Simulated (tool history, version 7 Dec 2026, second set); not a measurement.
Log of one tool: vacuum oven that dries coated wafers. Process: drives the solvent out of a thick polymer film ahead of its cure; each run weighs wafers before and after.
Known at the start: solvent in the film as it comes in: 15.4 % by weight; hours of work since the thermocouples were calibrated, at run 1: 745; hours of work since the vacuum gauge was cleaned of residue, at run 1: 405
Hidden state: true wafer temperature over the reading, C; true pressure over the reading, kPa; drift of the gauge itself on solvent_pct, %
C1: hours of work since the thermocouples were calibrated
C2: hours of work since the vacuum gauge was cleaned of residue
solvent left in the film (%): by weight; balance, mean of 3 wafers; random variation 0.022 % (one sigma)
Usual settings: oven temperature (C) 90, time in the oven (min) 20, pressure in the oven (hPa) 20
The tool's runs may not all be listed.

{"run": 1, "hour": 0.0, "oven temperature (C)": 90, "time in the oven (min)": 20, "pressure in the oven (hPa)": 20, "C1": 745, "C2": 405, "solvent left in the film (%)": 1.62}
{"run": 2, "hour": 22.4, "oven temperature (C)": 90, "time in the oven (min)": 20, "pressure in the oven (hPa)": 20, "C1": 756, "C2": 416, "solvent left in the film (%)": 1.59}
{"run": 3, "hour": 36.6, "oven temperature (C)": 90, "time in the oven (min)": 20, "pressure in the oven (hPa)": 20, "C1": 763, "C2": 423, "solvent left in the film (%)": 1.6}
{"run": 4, "hour": 57.7, "oven temperature (C)": 84, "time in the oven (min)": 20, "pressure in the oven (hPa)": 20, "C1": 773, "C2": 433, "solvent left in the film (%)": 3}
{"run": 5, "hour": 67.1, "oven temperature (C)": 90, "time in the oven (min)": 20, "pressure in the oven (hPa)": 20, "C1": 777, "C2": 438, "solvent left in the film (%)": 1.58}
{"run": 6, "hour": 83.8, "oven temperature (C)": 90, "time in the oven (min)": 20, "pressure in the oven (hPa)": 20, "C1": 786, "C2": 446, "solvent left in the film (%)": 1.56}
{"run": 7, "hour": 104.7, "oven temperature (C)": 90, "time in the oven (min)": 20, "pressure in the oven (hPa)": 20, "C1": 796, "C2": 456, "solvent left in the film (%)": 1.56}
{"run": 8, "hour": 118.1, "oven temperature (C)": 90, "time in the oven (min)": 20, "pressure in the oven (hPa)": 20, "C1": 802, "C2": 463, "solvent left in the film (%)": 1.57}
{"run": 9, "hour": 135.1, "oven temperature (C)": 90, "time in the oven (min)": 20, "pressure in the oven (hPa)": 20, "C1": 811, "C2": 471, "solvent left in the film (%)": 1.59}
{"run": 10, "hour": 148.8, "oven temperature (C)": 90, "time in the oven (min)": 20, "pressure in the oven (hPa)": 20, "C1": 817, "C2": 478, "solvent left in the film (%)": 1.54}
{"run": 11, "hour": 166.3, "oven temperature (C)": 90, "time in the oven (min)": 20, "pressure in the oven (hPa)": 20, "C1": 826, "C2": 486, "solvent left in the film (%)": 1.59}
{"run": 12, "hour": 180.5, "oven temperature (C)": 90, "time in the oven (min)": 20, "pressure in the oven (hPa)": 20, "C1": 833, "C2": 493, "solvent left in the film (%)": 1.59}
{"run": 13, "hour": 200.5, "oven temperature (C)": 90, "time in the oven (min)": 20, "pressure in the oven (hPa)": 20, "C1": 843, "C2": 503, "solvent left in the film (%)": 1.57}
{"run": 14, "hour": 210.0, "oven temperature (C)": 90, "time in the oven (min)": 20, "pressure in the oven (hPa)": 20, "C1": 847, "C2": 508, "solvent left in the film (%)": 1.57}
{"run": 15, "hour": 230.8, "oven temperature (C)": 90, "time in the oven (min)": 20, "pressure in the oven (hPa)": 20, "C1": 857, "C2": 518, "solvent left in the film (%)": 1.6}
{"run": 16, "hour": 240.9, "oven temperature (C)": 90, "time in the oven (min)": 20, "pressure in the oven (hPa)": 51.9, "C1": 862, "C2": 523, "solvent left in the film (%)": 2.7}
{"run": 17, "hour": 252.6, "oven temperature (C)": 90, "time in the oven (min)": 20, "pressure in the oven (hPa)": 20, "C1": 868, "C2": 528, "solvent left in the film (%)": 1.54}
{"run": 18, "hour": 268.5, "oven temperature (C)": 90, "time in the oven (min)": 20, "pressure in the oven (hPa)": 20, "C1": 876, "C2": 536, "solvent left in the film (%)": 1.58}
{"run": 19, "hour": 283.1, "oven temperature (C)": 90, "time in the oven (min)": 20, "pressure in the oven (hPa)": 20, "C1": 883, "C2": 543, "solvent left in the film (%)": 1.61}
{"run": 20, "hour": 299.6, "oven temperature (C)": 90, "time in the oven (min)": 20, "pressure in the oven (hPa)": 20, "C1": 891, "C2": 551, "solvent left in the film (%)": 1.57}
{"run": 21, "hour": 319.8, "oven temperature (C)": 90, "time in the oven (min)": 20, "pressure in the oven (hPa)": 20, "C1": 901, "C2": 561, "solvent left in the film (%)": 1.57}
{"run": 22, "hour": 334.0, "oven temperature (C)": 90, "time in the oven (min)": 20, "pressure in the oven (hPa)": 20.8, "C1": 908, "C2": 568, "solvent left in the film (%)": 1.58}
{"run": 23, "hour": 347.9, "oven temperature (C)": 90, "time in the oven (min)": 14, "pressure in the oven (hPa)": 77.3, "C1": 915, "C2": 575, "solvent left in the film (%)": 4.34}
{"run": 24, "hour": 363.9, "oven temperature (C)": 85, "time in the oven (min)": 25, "pressure in the oven (hPa)": 43.4, "C1": 923, "C2": 583, "solvent left in the film (%)": 2.97}
{"run": 25, "hour": 383.0, "oven temperature (C)": 85, "time in the oven (min)": 25, "pressure in the oven (hPa)": 43.4, "C1": 932, "C2": 592, "solvent left in the film (%)": 2.93}
{"run": 26, "hour": 398.2, "oven temperature (C)": 85, "time in the oven (min)": 25, "pressure in the oven (hPa)": 43.4, "C1": 939, "C2": 600, "solvent left in the film (%)": 2.99}
{"run": 27, "hour": 419.2, "oven temperature (C)": 85, "time in the oven (min)": 25, "pressure in the oven (hPa)": 43.4, "C1": 950, "C2": 610, "solvent left in the film (%)": 2.96}
{"run": 28, "hour": 434.8, "oven temperature (C)": 90, "time in the oven (min)": 11, "pressure in the oven (hPa)": 20, "C1": 957, "C2": 618, "solvent left in the film (%)": 3.4}
{"run": 29, "hour": 444.8, "oven temperature (C)": 98, "time in the oven (min)": 29, "pressure in the oven (hPa)": 20, "C1": 962, "C2": 622, "solvent left in the film (%)": 0.65}
{"run": 30, "hour": 460.2, "oven temperature (C)": 91, "time in the oven (min)": 29, "pressure in the oven (hPa)": 54.7, "C1": 970, "C2": 630, "solvent left in the film (%)": 2.18}
{"run": 31, "hour": 479.6, "oven temperature (C)": 93, "time in the oven (min)": 23, "pressure in the oven (hPa)": 11.5, "C1": 979, "C2": 639, "solvent left in the film (%)": 0.69}
{"run": 32, "hour": 493.7, "oven temperature (C)": 86, "time in the oven (min)": 32, "pressure in the oven (hPa)": 18.9, "C1": 986, "C2": 646, "solvent left in the film (%)": 1.32}
{"run": 33, "hour": 508.9, "oven temperature (C)": 84, "time in the oven (min)": 11, "pressure in the oven (hPa)": 18.9, "C1": 993, "C2": 654, "solvent left in the film (%)": 5.34}
{"run": 34, "hour": 526.7, "oven temperature (C)": 83, "time in the oven (min)": 11, "pressure in the oven (hPa)": 18.9, "C1": 1002, "C2": 662, "solvent left in the film (%)": 5.6}
{"run": 35, "hour": 546.9, "oven temperature (C)": 83, "time in the oven (min)": 11, "pressure in the oven (hPa)": 18.9, "C1": 1012, "C2": 672, "solvent left in the film (%)": 5.57}
{"run": 36, "hour": 559.4, "oven temperature (C)": 83, "time in the oven (min)": 11, "pressure in the oven (hPa)": 18.9, "C1": 1018, "C2": 678, "solvent left in the film (%)": 5.65}
{"run": 37, "hour": 580.4, "oven temperature (C)": 83, "time in the oven (min)": 11, "pressure in the oven (hPa)": 18.9, "C1": 1028, "C2": 689, "solvent left in the film (%)": 5.55}
{"run": 38, "hour": 596.4, "oven temperature (C)": 83, "time in the oven (min)": 11, "pressure in the oven (hPa)": 18.9, "C1": 1036, "C2": 696, "solvent left in the film (%)": 5.64}
{"run": 39, "hour": 609.9, "oven temperature (C)": 103, "time in the oven (min)": 11, "pressure in the oven (hPa)": 18.9, "C1": 1043, "C2": 703, "solvent left in the film (%)": 0.75}

5 ways to go on from here, each from the tool as it stands after run 39. What would each give?
{"run": "A", "hour": 623.7, "oven temperature (C)": 100, "time in the oven (min)": 12, "pressure in the oven (hPa)": 16.4, "C1": 1049, "C2": 710, "solvent left in the film (%)": "?"}
{"run": "B", "hour": 623.7, "oven temperature (C)": 78, "time in the oven (min)": 23, "pressure in the oven (hPa)": 40, "C1": 1049, "C2": 710, "solvent left in the film (%)": "?"}
{"run": "C", "hour": 623.7, "oven temperature (C)": 76, "time in the oven (min)": 18, "pressure in the oven (hPa)": 16.1, "C1": 1049, "C2": 710, "solvent left in the film (%)": "?"}
{"run": "D", "hour": 623.7, "oven temperature (C)": 90, "time in the oven (min)": 20, "pressure in the oven (hPa)": 12.4, "C1": 1049, "C2": 710, "solvent left in the film (%)": "?"}
{"run": "E", "hour": 623.7, "oven temperature (C)": 76, "time in the oven (min)": 11, "pressure in the oven (hPa)": 31.8, "C1": 1049, "C2": 710, "solvent left in the film (%)": "?"}

run=A solvent_left_in_the_film_(%)=0.92
run=B solvent_left_in_the_film_(%)=5.14
run=C solvent_left_in_the_film_(%)=5.79
run=D solvent_left_in_the_film_(%)=1.3
run=E solvent_left_in_the_film_(%)=8.38
Without the tool's hidden state the same runs would have given:
run=A solvent_left_in_the_film_(%)=1.06
run=B solvent_left_in_the_film_(%)=5.64
run=C solvent_left_in_the_film_(%)=6.3
run=D solvent_left_in_the_film_(%)=1.52
run=E solvent_left_in_the_film_(%)=8.83
